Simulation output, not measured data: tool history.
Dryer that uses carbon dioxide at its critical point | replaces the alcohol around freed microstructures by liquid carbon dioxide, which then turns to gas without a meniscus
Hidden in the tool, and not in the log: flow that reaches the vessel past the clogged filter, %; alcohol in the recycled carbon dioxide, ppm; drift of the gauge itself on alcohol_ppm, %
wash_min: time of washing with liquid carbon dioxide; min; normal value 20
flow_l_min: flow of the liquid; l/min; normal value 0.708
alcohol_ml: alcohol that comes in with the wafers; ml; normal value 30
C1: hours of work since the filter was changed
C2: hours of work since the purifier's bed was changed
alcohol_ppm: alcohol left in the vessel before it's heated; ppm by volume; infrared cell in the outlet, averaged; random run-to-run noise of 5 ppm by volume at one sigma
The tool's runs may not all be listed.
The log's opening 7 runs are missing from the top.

Run 8, hour 294.1: usual settings but alcohol_ml 93 ml; C1 82; C2 673. Result: alcohol_ppm 259 ppm by volume.
Run 9, hour 331.0: usual settings but alcohol_ml 93 ml; C1 94; C2 684. Result: alcohol_ppm 258 ppm by volume.
Run 10, hour 371.7: usual settings but alcohol_ml 93 ml; C1 107; C2 697. Result: alcohol_ppm 268 ppm by volume.
Run 11, hour 428.7: usual settings but alcohol_ml 22 ml; C1 125; C2 716. Result: alcohol_ppm 197 ppm by volume.
Run 12, hour 484.1: usual settings but alcohol_ml 22 ml; C1 143; C2 733. Result: alcohol_ppm 202 ppm by volume.
Run 13, hour 538.5: usual settings but alcohol_ml 22 ml; C1 160; C2 751. Result: alcohol_ppm 202 ppm by volume.
Run 14, hour 574.4: usual settings but flow_l_min 0.711 l/min; C1 172; C2 762. Result: alcohol_ppm 225 ppm by volume.
Run 15, hour 610.1: usual settings but flow_l_min 0.581 l/min; C1 183; C2 774. Result: alcohol_ppm 306 ppm by volume.
Run 16, hour 642.4: usual settings but flow_l_min 0.834 l/min; C1 194; C2 784. Result: alcohol_ppm 210 ppm by volume.
Run 17, hour 689.3: usual settings but flow_l_min 0.834 l/min; C1 209; C2 799. Result: alcohol_ppm 209 ppm by volume.
Run 18, hour 737.9: usual settings; C1 224; C2 814. Result: alcohol_ppm 240 ppm by volume.
Run 19, hour 773.4: usual settings; C1 236; C2 826. Result: alcohol_ppm 241 ppm by volume.
Run 20, hour 804.7: usual settings; C1 246; C2 836. Result: alcohol_ppm 250 ppm by volume.
Run 21, hour 865.7: usual settings; C1 265; C2 855. Result: alcohol_ppm 240 ppm by volume.
Run 22, hour 912.0: usual settings; C1 280; C2 870. Result: alcohol_ppm 251 ppm by volume.
Run 23, hour 955.2: usual settings; C1 294; C2 884. Result: alcohol_ppm 274 ppm by volume.
Run 24, hour 984.1: usual settings but flow_l_min 0.466 l/min; C1 303; C2 893. Result: alcohol_ppm 560 ppm by volume.
Run 25, hour 1020.6: usual settings but wash_min 23 min, flow_l_min 0.604 l/min, alcohol_ml 70 ml; C1 314; C2 905. Result: alcohol_ppm 347 ppm by volume.
Run 26, hour 1077.0: usual settings but wash_min 16 min, flow_l_min 1.183 l/min, alcohol_ml 70 ml; C1 332; C2 923. Result: alcohol_ppm 238 ppm by volume.
Run 27, hour 1105.3: usual settings but wash_min 24 min, flow_l_min 0.656 l/min, alcohol_ml 70 ml; C1 342; C2 932. Result: alcohol_ppm 277 ppm by volume.

What will run 28 give?
Run 28, hour 1141.8: usual settings but wash_min 30 min, flow_l_min 0.448 l/min, alcohol_ml 57 ml; C1 353; C2 943. Result: alcohol_ppm ?.

{"run 28": {"alcohol_ppm": 377}}
Without the tool's hidden state the same run would have given alcohol_ppm 87 ppm by volume.

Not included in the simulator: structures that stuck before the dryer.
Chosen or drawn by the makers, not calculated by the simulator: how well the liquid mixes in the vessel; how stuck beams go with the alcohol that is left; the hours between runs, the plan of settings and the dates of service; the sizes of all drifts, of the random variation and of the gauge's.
